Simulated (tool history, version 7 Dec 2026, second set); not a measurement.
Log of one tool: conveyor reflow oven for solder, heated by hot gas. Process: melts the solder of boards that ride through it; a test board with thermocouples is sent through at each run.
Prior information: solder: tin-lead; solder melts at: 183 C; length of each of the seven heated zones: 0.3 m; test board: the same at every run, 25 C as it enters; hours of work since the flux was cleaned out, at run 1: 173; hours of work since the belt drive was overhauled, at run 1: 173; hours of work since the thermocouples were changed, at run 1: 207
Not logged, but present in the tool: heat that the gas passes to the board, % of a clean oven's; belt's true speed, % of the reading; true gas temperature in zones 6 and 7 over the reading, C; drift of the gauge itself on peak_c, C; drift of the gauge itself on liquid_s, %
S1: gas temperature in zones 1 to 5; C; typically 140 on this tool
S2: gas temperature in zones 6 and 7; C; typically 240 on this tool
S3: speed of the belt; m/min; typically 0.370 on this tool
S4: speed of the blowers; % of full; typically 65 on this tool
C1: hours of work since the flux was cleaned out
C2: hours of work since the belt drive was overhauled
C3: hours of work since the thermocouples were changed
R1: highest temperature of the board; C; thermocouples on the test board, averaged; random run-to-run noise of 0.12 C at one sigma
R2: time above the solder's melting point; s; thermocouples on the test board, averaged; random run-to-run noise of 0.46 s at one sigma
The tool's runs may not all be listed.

run   hour   S1   S2     S3  S4   C1   C2   C3     R1    R2
  1    0.0  140  240  0.370  65  173  173  207  224.1  80.9
  2    5.6  138  240  0.370  65  177  177  211  223.8  79.6
  3   14.1  138  240  0.370  65  182  182  216  223.9  79.1
  4   19.3  140  240  0.370  60  186  186  220  222.7  79.3
      26.8  -- flux residue cleaned out of gas plates and filters
  5   34.8  140  240  0.370  65    5  193  227  224.8  81.5
  6   43.2  140  240  0.370  65   11  198  233  224.9  80.6
  7   55.7  140  240  0.370  65   19  207  241  224.6  81.8
  8   66.7  140  240  0.370  65   27  214  248  224.9  81.1
  9   72.4  140  240  0.370  65   31  218  252  224.8  82.0
 10   79.6  137  240  0.370  65   35  223  257  224.6  79.5
 11   86.4  140  240  0.370  65   40  228  262  224.8  81.1
 12   92.4  141  245  0.384  72   44  231  266  230.1  81.8
 13   98.0  140  239  0.372  65   48  235  269  223.8  79.4
 14  104.8  140  240  0.373  72   52  240  274  226.3  82.4
 15  117.2  130  240  0.403  79   61  248  282  224.1  70.1
 16  125.6  140  240  0.370  87   66  254  288  229.2  84.8
 17  136.5  135  242  0.381  74   74  261  295  227.0  78.5
 18  145.5  141  252  0.415  53   80  267  301  227.4  74.6
 19  156.8  134  229  0.415  53   87  275  309  206.5  50.4

Run 20 comes next. What will it give?
 20  163.5  134  229  0.415  53  92  279  313   ?   ?

{"run 20": {"R1": 206.4, "R2": 50.4}}
On a tool with no hidden condition, and with the same random variation, this run would have come out at R1 206.4 C, R2 50.1 s.

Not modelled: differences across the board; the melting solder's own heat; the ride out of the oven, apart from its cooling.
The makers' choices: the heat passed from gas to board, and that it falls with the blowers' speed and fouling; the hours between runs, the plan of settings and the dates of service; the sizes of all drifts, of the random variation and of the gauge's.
